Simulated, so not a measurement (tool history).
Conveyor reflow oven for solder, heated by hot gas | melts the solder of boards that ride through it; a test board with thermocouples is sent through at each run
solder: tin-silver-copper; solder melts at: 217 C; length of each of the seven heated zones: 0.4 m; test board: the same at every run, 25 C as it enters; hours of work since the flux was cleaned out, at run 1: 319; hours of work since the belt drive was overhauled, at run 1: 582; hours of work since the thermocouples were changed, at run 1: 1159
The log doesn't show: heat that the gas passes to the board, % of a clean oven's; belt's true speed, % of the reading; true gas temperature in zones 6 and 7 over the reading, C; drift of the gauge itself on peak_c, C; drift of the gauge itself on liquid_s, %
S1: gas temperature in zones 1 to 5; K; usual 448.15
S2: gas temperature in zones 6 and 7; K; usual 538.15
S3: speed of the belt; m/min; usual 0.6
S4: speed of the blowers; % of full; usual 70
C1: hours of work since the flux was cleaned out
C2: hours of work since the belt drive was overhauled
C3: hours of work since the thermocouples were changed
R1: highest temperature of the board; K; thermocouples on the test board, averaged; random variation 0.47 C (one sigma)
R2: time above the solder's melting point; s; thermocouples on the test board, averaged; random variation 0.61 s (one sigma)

Run 1, hour 0: usual settings; C1 319; C2 582; C3 1159. Result: R1 519.55 K, R2 55.7 s.
Run 2, hour 69: usual settings; C1 370; C2 633; C3 1210. Result: R1 518.65 K, R2 55.7 s.
Run 3, hour 109.7: usual settings; C1 400; C2 663; C3 1240. Result: R1 518.45 K, R2 55 s.
At hour 138.3: thermocouples of zones 6 and 7 changed.
Run 4, hour 177.4: usual settings; C1 449; C2 712; C3 29. Result: R1 521.25 K, R2 57.5 s.
At hour 238.8: flux residue cleaned out of gas plates and filters.
Run 5, hour 254.4: usual settings; C1 12; C2 765; C3 82. Result: R1 522.55 K, R2 57.7 s.
Run 6, hour 330.5: usual settings but S3 0.603 m/min; C1 68; C2 822; C3 139. Result: R1 521.65 K, R2 57.2 s.
At hour 385.2: belt drive overhauled, speed set with a stopwatch.
Run 7, hour 420: usual settings but S3 0.506 m/min; C1 131; C2 26; C3 202. Result: R1 527.05 K, R2 74.1 s.
Run 8, hour 492.6: usual settings but S2 532.15 K; C1 185; C2 80; C3 256. Result: R1 516.05 K, R2 51.5 s.
Run 9, hour 544.1: usual settings but S2 532.15 K; C1 223; C2 118; C3 294. Result: R1 516.25 K, R2 52.3 s.
Run 10, hour 595.3: usual settings but S3 0.648 m/min; C1 261; C2 156; C3 332. Result: R1 519.35 K, R2 50.3 s.
Run 11, hour 636.7: usual settings but S4 89 % of full; C1 292; C2 187; C3 363. Result: R1 523.65 K, R2 59.2 s.
Run 12, hour 699.1: usual settings but S4 89 % of full; C1 338; C2 233; C3 409. Result: R1 523.25 K, R2 59.2 s.
Run 13, hour 782: usual settings but S2 528.15 K, S4 68 % of full; C1 400; C2 294; C3 471. Result: R1 512.25 K, R2 46.9 s.
Run 14, hour 860.6: usual settings but S1 453.15 K, S2 545.15 K, S3 0.593 m/min, S4 66 % of full; C1 458; C2 353; C3 529. Result: R1 525.85 K, R2 63.3 s.
At hour 909.2: flux residue cleaned out of gas plates and filters.
Run 15, hour 913.8: usual settings but S1 449.15 K, S3 0.608 m/min, S4 67 % of full; C1 3; C2 388; C3 565. Result: R1 521.45 K, R2 55.2 s.
Run 16, hour 990.4: usual settings but S1 447.15 K, S2 529.15 K, S3 0.661 m/min, S4 51 % of full; C1 60; C2 445; C3 622. Result: R1 505.95 K, R2 33.8 s.
Run 17, hour 1039.6: usual settings but S1 441.15 K, S2 534.15 K; C1 97; C2 482; C3 658. Result: R1 516.15 K, R2 51.5 s.
Run 18, hour 1103.4: usual settings but S1 441.15 K, S2 534.15 K, S3 0.699 m/min, S4 57 % of full; C1 144; C2 529; C3 705. Result: R1 508.05 K, R2 32.3 s.
Run 19, hour 1140.8: usual settings but S1 458.15 K, S2 526.15 K, S3 0.666 m/min, S4 87 % of full; C1 172; C2 557; C3 733. Result: R1 512.25 K, R2 48.3 s.
Run 20, hour 1225.4: usual settings but S1 452.15 K, S3 0.481 m/min; C1 235; C2 619; C3 796. Result: R1 526.15 K, R2 80.7 s.
Run 21, hour 1308.2: usual settings but S1 447.15 K, S2 529.15 K, S3 0.517 m/min, S4 78 % of full; C1 296; C2 681; C3 857. Result: R1 516.15 K, R2 64.4 s.
Run 22, hour 1387.1: usual settings but S1 435.15 K; C1 354; C2 739; C3 916. Result: R1 517.45 K, R2 49.6 s.
Run 23, hour 1472.3: usual settings but S1 435.15 K; C1 418; C2 802; C3 979. Result: R1 517.45 K, R2 49 s.

Measured less the same run without the tool's hidden state. The same run-to-run variation is in both; the gauge's scatter may not be:
run    R1    R2
  1    -4  -3.2
  2  -4.3  -3.5
  3  -4.4  -3.7
  4  -1.4  -1.2
  5  -0.2  +0.5
  6  -0.5  +0.2
  7  -1.1    -1
  8  -1.4  -1.6
  9  -1.6  -1.8
 10  -1.9  -1.9
 11  -2.1  -1.8
 12  -2.4  -1.9
 13  -2.5  -3.3
 14    -3  -2.2
 15  -1.4  -0.7
 16  -1.5  -1.7
 17  -1.9  -1.5
 18    -2  -2.2
 19  -2.3    -2
 20  -2.6  -1.3
 21  -2.9  -2.6
 22  -3.4  -2.9
 23  -3.8  -3.4
